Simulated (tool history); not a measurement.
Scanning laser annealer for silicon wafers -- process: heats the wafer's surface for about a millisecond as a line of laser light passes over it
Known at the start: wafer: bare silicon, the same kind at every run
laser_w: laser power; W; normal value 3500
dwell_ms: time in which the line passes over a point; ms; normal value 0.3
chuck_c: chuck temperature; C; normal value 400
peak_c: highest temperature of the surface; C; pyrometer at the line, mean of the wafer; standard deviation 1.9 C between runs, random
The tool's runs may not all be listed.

| run | hour | laser_w | dwell_ms | chuck_c | peak_c |
|---|---|---|---|---|---|
| 1 | 0 | 3500 | 0.3 | 400 | 1116 |
| 2 | 7.9 | 3500 | 0.3 | 400 | 1118 |
| 3 | 16 | 3500 | 0.3 | 400 | 1119 |
| 4 | 26.7 | 3500 | 0.3 | 400 | 1115 |
| 5 | 35 | 3500 | 0.3 | 400 | 1117 |
| 6 | 43.4 | 3500 | 0.3 | 400 | 1116 |
| 7 | 52.6 | 3500 | 0.356 | 400 | 1179 |
| 8 | 57.6 | 3500 | 0.356 | 400 | 1174 |
| 9 | 63.6 | 3339 | 0.3 | 400 | 1078 |
| 10 | 73.7 | 3500 | 0.3 | 400 | 1115 |
| 11 | 80.2 | 3500 | 0.3 | 400 | 1115 |
| 12 | 91.9 | 3500 | 0.3 | 400 | 1116 |
| 13 | 97.3 | 3500 | 0.3 | 400 | 1116 |
| 14 | 108.4 | 3500 | 0.3 | 400 | 1115 |
| 15 | 113.5 | 3500 | 0.3 | 400 | 1113 |
| 16 | 125.2 | 3500 | 0.3 | 400 | 1116 |
| 17 | 133 | 3500 | 0.3 | 400 | 1112 |
| 18 | 142.9 | 3500 | 0.3 | 400 | 1111 |
| 19 | 147.9 | 3500 | 0.223 | 400 | 1019 |
| 20 | 157.5 | 3500 | 0.223 | 400 | 1017 |
| 21 | 166.7 | 3500 | 0.223 | 400 | 1018 |
| 22 | 172.5 | 3500 | 0.223 | 400 | 1015 |
| 23 | 177.5 | 3500 | 0.223 | 400 | 1019 |
| 24 | 185.9 | 3500 | 0.223 | 400 | 1017 |
| 25 | 196.8 | 3290 | 0.3 | 439 | 1102 |
| 26 | 206.3 | 3559 | 0.3 | 362 | 1088 |
| 27 | 217.1 | 3250 | 0.226 | 400 | 965 |
| 28 | 228 | 3427 | 0.309 | 406 | 1108 |
| 29 | 234.7 | 3500 | 0.234 | 399 | 1028 |
| 30 | 242.6 | 3524 | 0.234 | 417 | 1052 |
| 31 | 253.7 | 3524 | 0.234 | 417 | 1052 |
| 32 | 262 | 3524 | 0.234 | 397 | 1033 |
| 33 | 269.3 | 3524 | 0.234 | 397 | 1035 |
| 34 | 276.5 | 3524 | 0.234 | 397 | 1030 |
| 35 | 287.4 | 3500 | 0.337 | 388 | 1143 |
| 36 | 296.4 | 3500 | 0.337 | 388 | 1139 |
| 37 | 302.2 | 3298 | 0.219 | 365 | 930 |
| 38 | 312.2 | 3399 | 0.335 | 400 | 1125 |
| 39 | 317.2 | 3306 | 0.216 | 369 | 934 |
|  | 332.5 | optics aligned, line set to its width |
| 40 | 332.5 | 3013 | 0.296 | 392 | 994 |

A few steps of peak_c between consecutive runs. Split each: what settings, incoming material and random variation would produce without the hidden state, and what is left over for the hidden state, along with gauge scatter present in only one of the two compared results (measured, and without hidden state):
Hidden conditions of the tool in this case: light that passes the window, % of a clean one's; laser's true power over the reading, %; width of the line over the set one, %; drift of the gauge itself on peak_c, C.
Run 26 -> 27: laser_w 3559 -> 3250, dwell_ms 0.3 -> 0.226, chuck_c 362 -> 400. peak_c -123 C: hidden state +8, all else -131.
Run 36 -> 37: laser_w 3500 -> 3298, dwell_ms 0.337 -> 0.219, chuck_c 388 -> 365. peak_c -209 C: hidden state +9, all else -218.
Run 37 -> 38: laser_w 3298 -> 3399, dwell_ms 0.219 -> 0.335, chuck_c 365 -> 400. peak_c +195 C: hidden state -8, all else +203.
Run 38 -> 39: laser_w 3399 -> 3306, dwell_ms 0.335 -> 0.216, chuck_c 400 -> 369. peak_c -191 C: hidden state +7, all else -198.
Run 39 -> 40: laser_w 3306 -> 3013, dwell_ms 0.216 -> 0.296, chuck_c 369 -> 392, optics aligned, line set to its width. peak_c +60 C: hidden state +15, all else +45.
